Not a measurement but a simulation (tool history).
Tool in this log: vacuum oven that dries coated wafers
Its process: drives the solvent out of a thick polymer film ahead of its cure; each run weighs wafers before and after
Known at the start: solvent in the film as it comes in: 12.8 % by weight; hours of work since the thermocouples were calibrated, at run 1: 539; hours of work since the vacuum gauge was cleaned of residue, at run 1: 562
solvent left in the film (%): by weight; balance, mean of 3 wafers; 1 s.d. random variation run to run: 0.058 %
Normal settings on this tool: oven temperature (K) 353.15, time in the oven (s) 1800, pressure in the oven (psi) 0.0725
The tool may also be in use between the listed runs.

run   hour  oven temperature (K)  time in the oven (s)  pressure in the oven (psi)  hours of work since the thermocouples were calibrated  hours of work since the vacuum gauge was cleaned of residue  solvent left in the film (%)
  1    0.0                353.15                  1800                      0.0725                                                    539                                                          562                          2.90
  2   11.5                353.15                  1800                      0.2248                                                    546                                                          569                          4.02
  3   26.9                353.15                  1800                      0.2248                                                    556                                                          579                          4.02
  4   51.2                353.15                  1800                      0.0725                                                    571                                                          594                          2.77
  5   70.4                353.15                  1800                      0.0725                                                    582                                                          605                          2.88
  6   93.5                353.15                  1800                      0.0725                                                    596                                                          619                          2.83
  7  110.2                353.15                  1800                      0.1656                                                    607                                                          630                          3.49
  8  129.8                361.15                  1800                      0.0725                                                    619                                                          642                          1.22
  9  140.1                367.15                  1800                      0.0725                                                    625                                                          648                          0.74
 10  159.0                367.15                  1800                      0.0725                                                    636                                                          659                          0.72
 11  184.0                367.15                  1800                      0.0725                                                    652                                                          675                          0.79
 12  195.7                367.15                  1800                      0.0725                                                    659                                                          682                          0.66
 13  214.7                353.15                  1800                      0.0725                                                    670                                                          693                          2.91
 14  234.1                353.15                  1800                      0.0725                                                    682                                                          705                          2.79
 15  259.4                353.15                  1380                      0.0725                                                    697                                                          721                          3.85
 16  277.2                353.15                  1800                      0.0725                                                    708                                                          731                          2.83
 17  298.8                353.15                  1800                      0.0725                                                    722                                                          745                          2.83
 18  317.9                353.15                  1800                      0.0725                                                    733                                                          756                          2.79
 19  338.6                353.15                  1800                      0.0725                                                    746                                                          769                          2.85
 20  360.0                353.15                  1800                      0.0725                                                    759                                                          782                          2.89
 21  381.2                353.15                  1080                      0.0725                                                    772                                                          795                          4.63
 22  396.8                353.15                  1080                      0.0725                                                    781                                                          804                          4.54
 23  418.7                353.15                  1080                      0.0725                                                    795                                                          818                          4.65
 24  441.9                353.15                  1800                      0.0508                                                    809                                                          832                          2.63
 25  459.8                353.15                  1800                      0.0508                                                    820                                                          843                          2.78
 26  481.7                353.15                  1800                      0.0508                                                    833                                                          856                          2.66
 27  498.0                352.15                  1080                      0.2619                                                    843                                                          866                          6.18
 28  511.2                352.15                  1080                      0.2619                                                    851                                                          874                          6.16
 29  530.9                363.15                  1800                      0.0500                                                    863                                                          886                          0.98
 30  546.4                363.15                  1800                      0.0500                                                    872                                                          896                          0.94
 31  560.6                357.15                  1080                      0.0526                                                    881                                                          904                          3.48
 32  583.7                357.15                  1080                      0.0526                                                    895                                                          918                          3.56
 33  603.9                353.15                  1800                      0.1049                                                    908                                                          931                          3.13
 34  621.7                346.15                  1800                      0.2750                                                    918                                                          942                          6.47
 35  633.0                356.15                  2640                      0.1611                                                    925                                                          948                          2.05
 36  647.1                358.15                  1800                      0.1566                                                    934                                                          957                          2.46
 37  670.5                353.15                  1800                      0.0750                                                    948                                                          971                          2.82
 38  684.3                353.15                  1200                      0.0750                                                    957                                                          980                          4.29
 39  708.5                359.15                  1800                      0.1626                                                    971                                                          994                          2.33
 40  727.8                365.15                  1680                      0.1272                                                    983                                                         1006                          1.24
 41  752.6                342.15                  1800                      0.0788                                                    998                                                         1021                          5.77
 42  770.6                345.15                   960                      0.0967                                                   1009                                                         1032                          7.07
     773.7  -- oven's thermocouples calibrated
 43  792.9                345.15                   960                      0.0967                                                     12                                                         1045                          7.08
 44  803.3                345.15                   960                      0.0967                                                     18                                                         1051                          7.02
 45  825.1                345.15                  2460                      0.0447                                                     31                                                         1064                          3.43
 46  847.9                345.15                  2460                      0.0447                                                     45                                                         1078                          3.50
 47  862.6                352.15                  1200                      0.1429                                                     54                                                         1087                          4.99

What if the next run were any one of these 4? Each begins from the tool's condition after run 47:
  A  875.2                349.15                  1800                      0.0725                                                     62                                                         1095                             ?
  B  875.2                365.15                  1800                      0.0888                                                     62                                                         1095                             ?
  C  875.2                340.15                  1800                      0.1429                                                     62                                                         1095                             ?
  D  875.2                343.15                  1800                      0.0585                                                     62                                                         1095                             ?

run  solvent left in the film (%)
  A                          3.80
  B                          0.96
  C                          6.84
  D                          5.25
The same runs, with their run-to-run variation unchanged, on a tool lacking any hidden condition would have given:
run  solvent left in the film (%)
  A                          3.77
  B                          0.94
  C                          6.80
  D                          5.22
